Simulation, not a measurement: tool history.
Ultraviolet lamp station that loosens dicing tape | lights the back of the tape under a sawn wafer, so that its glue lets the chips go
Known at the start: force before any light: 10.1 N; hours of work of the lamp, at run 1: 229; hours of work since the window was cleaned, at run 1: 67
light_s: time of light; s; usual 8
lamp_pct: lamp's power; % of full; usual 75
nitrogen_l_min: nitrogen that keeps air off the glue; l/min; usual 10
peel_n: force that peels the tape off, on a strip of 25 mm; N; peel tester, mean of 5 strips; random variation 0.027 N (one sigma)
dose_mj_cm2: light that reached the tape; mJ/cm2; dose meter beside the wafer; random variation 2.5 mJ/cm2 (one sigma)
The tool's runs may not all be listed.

| run | hour | light_s | lamp_pct | nitrogen_l_min | hours of work of the lamp | hours of work since the window was cleaned | peel_n | dose_mj_cm2 |
|---|---|---|---|---|---|---|---|---|
| 1 | 0.0 | 8 | 75 | 10 | 229 | 67 | 1.595 | 264 |
| 2 | 11.2 | 5 | 75 | 10 | 238 | 75 | 3.104 | 166 |
| 3 | 23.5 | 5 | 75 | 10 | 247 | 85 | 3.142 | 163 |
| 4 | 33.7 | 6 | 75 | 10 | 255 | 92 | 2.476 | 198 |
| 5 | 45.8 | 6 | 75 | 10 | 264 | 102 | 2.560 | 193 |
| 6 | 57.7 | 6 | 75 | 10 | 273 | 111 | 2.563 | 194 |
| 7 | 65.9 | 6 | 75 | 10 | 279 | 117 | 2.609 | 197 |
| 8 | 76.8 | 6 | 75 | 10 | 288 | 125 | 2.618 | 190 |
| 9 | 90.2 | 6 | 75 | 10 | 298 | 135 | 2.707 | 190 |
| 10 | 97.2 | 9 | 68 | 4 | 303 | 141 | 2.897 | 259 |
| 11 | 106.1 | 11 | 75 | 5 | 310 | 147 | 1.627 | 345 |
| 12 | 117.5 | 7 | 68 | 10 | 319 | 156 | 2.506 | 196 |
| 13 | 129.7 | 10 | 70 | 12 | 328 | 165 | 1.228 | 286 |
| 14 | 141.1 | 10 | 70 | 12 | 337 | 174 | 1.201 | 283 |
| 15 | 153.4 | 10 | 70 | 12 | 346 | 183 | 1.242 | 281 |
| 16 | 160.3 | 8 | 73 | 3 | 351 | 189 | 3.745 | 238 |
| 17 | 173.8 | 4 | 75 | 6 | 361 | 199 | 5.218 | 120 |
| 18 | 180.1 | 4 | 75 | 6 | 366 | 204 | 5.183 | 121 |

3 ways to go on from here, each from the tool as it stands after run 18. What would each give?
| A | 194.1 | 12 | 75 | 5 | 377 | 214 | ? | ? |
| B | 194.1 | 10 | 75 | 18 | 377 | 214 | ? | ? |
| C | 194.1 | 6 | 75 | 11 | 377 | 214 | ? | ? |

| run | peel_n | dose_mj_cm2 |
|---|---|---|
| A | 1.549 | 356 |
| B | 0.865 | 295 |
| C | 2.753 | 174 |
Without the tool's hidden state the same runs would have given:
| run | peel_n | dose_mj_cm2 |
|---|---|---|
| A | 1.022 | 441 |
| B | 0.521 | 366 |
| C | 2.040 | 216 |
